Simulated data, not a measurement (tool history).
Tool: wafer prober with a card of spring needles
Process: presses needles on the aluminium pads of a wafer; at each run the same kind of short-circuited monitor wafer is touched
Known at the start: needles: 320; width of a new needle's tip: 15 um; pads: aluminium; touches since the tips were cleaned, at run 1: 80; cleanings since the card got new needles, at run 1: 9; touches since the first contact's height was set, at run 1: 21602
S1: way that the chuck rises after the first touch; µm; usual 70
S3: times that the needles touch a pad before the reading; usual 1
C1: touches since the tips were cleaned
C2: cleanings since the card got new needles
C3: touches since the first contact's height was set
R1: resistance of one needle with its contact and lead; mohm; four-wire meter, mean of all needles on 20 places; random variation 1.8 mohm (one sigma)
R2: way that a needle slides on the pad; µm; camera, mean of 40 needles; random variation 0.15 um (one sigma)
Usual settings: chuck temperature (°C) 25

{"run": 1, "hour": 0.0, "S1": 70, "chuck temperature (°C)": 25, "S3": 1, "C1": 80, "C2": 9, "C3": 21602, "R1": 196, "R2": 14.11}
{"hour": 9.3, "done": "tips cleaned on abrasive film"}
{"hour": 17.4, "done": "tips cleaned on abrasive film"}
{"hour": 25.9, "done": "tips cleaned on abrasive film"}
{"run": 2, "hour": 25.9, "S1": 70, "chuck temperature (°C)": 25, "S3": 1, "C1": 0, "C2": 12, "C3": 28151, "R1": 193, "R2": 13.87}
{"hour": 34.0, "done": "tips cleaned on abrasive film"}
{"hour": 43.7, "done": "tips cleaned on abrasive film"}
{"hour": 53.6, "done": "tips cleaned on abrasive film"}
{"run": 3, "hour": 55.4, "S1": 72, "chuck temperature (°C)": 25, "S3": 1, "C1": 471, "C2": 15, "C3": 35636, "R1": 212, "R2": 14.06}
{"hour": 63.5, "done": "tips cleaned on abrasive film"}
{"hour": 73.3, "done": "tips cleaned on abrasive film"}
{"hour": 83.2, "done": "tips cleaned on abrasive film"}
{"run": 4, "hour": 88.7, "S1": 72, "chuck temperature (°C)": 76, "S3": 1, "C1": 1404, "C2": 18, "C3": 44083, "R1": 243, "R2": 14.5}
{"hour": 92.8, "done": "tips cleaned on abrasive film"}
{"hour": 100.9, "done": "tips cleaned on abrasive film"}
{"hour": 110.8, "done": "tips cleaned on abrasive film"}
{"hour": 120.5, "done": "tips cleaned on abrasive film"}
{"run": 5, "hour": 124.4, "S1": 72, "chuck temperature (°C)": 76, "S3": 1, "C1": 1000, "C2": 22, "C3": 53119, "R1": 238, "R2": 14.25}
{"hour": 130.5, "done": "tips cleaned on abrasive film"}
{"hour": 140.3, "done": "tips cleaned on abrasive film"}
{"hour": 148.4, "done": "tips cleaned on abrasive film"}
{"run": 6, "hour": 153.0, "S1": 51, "chuck temperature (°C)": 25, "S3": 1, "C1": 1165, "C2": 25, "C3": 60352, "R1": 278, "R2": 9.97}
{"hour": 157.1, "done": "tips cleaned on abrasive film"}
{"hour": 166.7, "done": "tips cleaned on abrasive film"}
{"hour": 174.8, "done": "tips cleaned on abrasive film"}
{"hour": 184.1, "done": "tips cleaned on abrasive film"}
{"run": 7, "hour": 188.8, "S1": 51, "chuck temperature (°C)": 25, "S3": 1, "C1": 1203, "C2": 29, "C3": 69430, "R1": 279, "R2": 9.75}
{"hour": 192.9, "done": "tips cleaned on abrasive film"}
{"hour": 202.9, "done": "tips cleaned on abrasive film"}
{"hour": 213.0, "done": "tips cleaned on abrasive film"}
{"run": 8, "hour": 219.8, "S1": 51, "chuck temperature (°C)": 25, "S3": 1, "C1": 1743, "C2": 32, "C3": 77290, "R1": 288, "R2": 9.72}
{"hour": 222.0, "done": "tips cleaned on abrasive film"}
{"hour": 231.4, "done": "tips cleaned on abrasive film"}
{"run": 9, "hour": 239.2, "S1": 50, "chuck temperature (°C)": 124, "S3": 3, "C1": 1998, "C2": 34, "C3": 82193, "R1": 254, "R2": 9.52}
{"hour": 241.3, "done": "tips cleaned on abrasive film"}
{"hour": 250.5, "done": "tips cleaned on abrasive film"}
{"hour": 259.5, "done": "tips cleaned on abrasive film"}
{"run": 10, "hour": 259.5, "S1": 54, "chuck temperature (°C)": 25, "S3": 1, "C1": 0, "C2": 37, "C3": 87307, "R1": 201, "R2": 10.36}
{"hour": 269.5, "done": "tips cleaned on abrasive film"}
{"hour": 278.7, "done": "tips cleaned on abrasive film"}
{"run": 11, "hour": 278.7, "S1": 54, "chuck temperature (°C)": 25, "S3": 1, "C1": 0, "C2": 39, "C3": 92177, "R1": 204, "R2": 10.24}
{"hour": 286.8, "done": "tips cleaned on abrasive film"}
{"hour": 294.9, "done": "tips cleaned on abrasive film"}
{"hour": 304.9, "done": "tips cleaned on abrasive film"}
{"run": 12, "hour": 311.0, "S1": 52, "chuck temperature (°C)": 113, "S3": 2, "C1": 1555, "C2": 42, "C3": 100371, "R1": 272, "R2": 9.51}
{"hour": 313.1, "done": "tips cleaned on abrasive film"}
{"hour": 321.2, "done": "tips cleaned on abrasive film"}
{"hour": 331.0, "done": "tips cleaned on abrasive film"}
{"run": 13, "hour": 336.7, "S1": 52, "chuck temperature (°C)": 113, "S3": 2, "C1": 1457, "C2": 45, "C3": 106879, "R1": 262, "R2": 9.51}

5 ways to go on from here, each from the tool as it stands after run 13. What would each give?
{"hour": 340.8, "done": "tips cleaned on abrasive film"}
{"hour": 350.8, "done": "tips cleaned on abrasive film"}
{"hour": 360.6, "done": "tips cleaned on abrasive film"}
{"hour": 370.0, "done": "tips cleaned on abrasive film"}
{"run": "A", "hour": 374.3, "S1": 52, "chuck temperature (°C)": 113, "S3": 2, "C1": 1095, "C2": 49, "C3": 116387, "R1": "?", "R2": "?"}
{"hour": 340.8, "done": "tips cleaned on abrasive film"}
{"hour": 350.8, "done": "tips cleaned on abrasive film"}
{"hour": 360.6, "done": "tips cleaned on abrasive film"}
{"hour": 370.0, "done": "tips cleaned on abrasive film"}
{"run": "B", "hour": 374.3, "S1": 70, "chuck temperature (°C)": 32, "S3": 2, "C1": 1095, "C2": 49, "C3": 116387, "R1": "?", "R2": "?"}
{"hour": 340.8, "done": "tips cleaned on abrasive film"}
{"hour": 350.8, "done": "tips cleaned on abrasive film"}
{"hour": 360.6, "done": "tips cleaned on abrasive film"}
{"hour": 370.0, "done": "tips cleaned on abrasive film"}
{"run": "C", "hour": 374.3, "S1": 84, "chuck temperature (°C)": 114, "S3": 2, "C1": 1095, "C2": 49, "C3": 116387, "R1": "?", "R2": "?"}
{"hour": 340.8, "done": "tips cleaned on abrasive film"}
{"hour": 350.8, "done": "tips cleaned on abrasive film"}
{"hour": 360.6, "done": "tips cleaned on abrasive film"}
{"hour": 370.0, "done": "tips cleaned on abrasive film"}
{"run": "D", "hour": 374.3, "S1": 70, "chuck temperature (°C)": 87, "S3": 1, "C1": 1095, "C2": 49, "C3": 116387, "R1": "?", "R2": "?"}
{"hour": 340.8, "done": "tips cleaned on abrasive film"}
{"hour": 350.8, "done": "tips cleaned on abrasive film"}
{"hour": 360.6, "done": "tips cleaned on abrasive film"}
{"hour": 370.0, "done": "tips cleaned on abrasive film"}
{"run": "E", "hour": 374.3, "S1": 72, "chuck temperature (°C)": 113, "S3": 2, "C1": 1095, "C2": 49, "C3": 116387, "R1": "?", "R2": "?"}

run=A R1=262 R2=9.51
run=B R1=224 R2=13.15
run=C R1=226 R2=16.05
run=D R1=251 R2=13.42
run=E R1=234 R2=13.56
Without the tool's hidden state the same runs would have given:
run=A R1=211 R2=10.54
run=B R1=190 R2=14.18
run=C R1=204 R2=17.08
run=D R1=200 R2=14.46
run=E R1=206 R2=14.58
